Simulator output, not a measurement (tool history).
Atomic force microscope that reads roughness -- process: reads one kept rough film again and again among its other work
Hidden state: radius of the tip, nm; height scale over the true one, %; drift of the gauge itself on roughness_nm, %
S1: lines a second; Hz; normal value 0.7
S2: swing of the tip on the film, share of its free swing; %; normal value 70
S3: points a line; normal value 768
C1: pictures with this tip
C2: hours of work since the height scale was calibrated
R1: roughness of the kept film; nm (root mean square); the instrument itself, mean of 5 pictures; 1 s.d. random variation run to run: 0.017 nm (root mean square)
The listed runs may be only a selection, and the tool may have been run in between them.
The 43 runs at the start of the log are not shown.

run	hour	S1	S2	S3	C1	C2	R1
44	1106.4	1.414	83	532	222	126	3.72
# hour 1115.5: new tip fitted
45	1137.5	3.597	81	883	38	145	3.729
46	1170.7	3.597	81	883	94	165	3.652
47	1204.9	3.597	62	723	152	186	3.868
48	1242.3	0.503	82	322	216	209	3.893
# hour 1253.5: new tip fitted
49	1268.1	0.663	69	476	25	225	4.188
50	1293.2	0.663	69	476	67	240	4.126
51	1315.3	0.7	70	291	105	253	4.055
52	1339.9	0.7	70	291	147	268	3.971

Below are 4 alternative next runs, each starting from the tool's condition after run 52. Predict each:
A	1376.6	0.7	88	607	209	291	?
B	1376.6	1.032	64	346	209	291	?
C	1376.6	1.997	56	282	209	291	?
D	1376.6	1.423	70	291	209	291	?

run	R1
A	3.834
B	3.924
C	3.878
D	3.849
With the hidden condition removed and each run's random variation left untouched, the same runs would have given:
run	R1
A	4.151
B	4.248
C	4.198
D	4.167

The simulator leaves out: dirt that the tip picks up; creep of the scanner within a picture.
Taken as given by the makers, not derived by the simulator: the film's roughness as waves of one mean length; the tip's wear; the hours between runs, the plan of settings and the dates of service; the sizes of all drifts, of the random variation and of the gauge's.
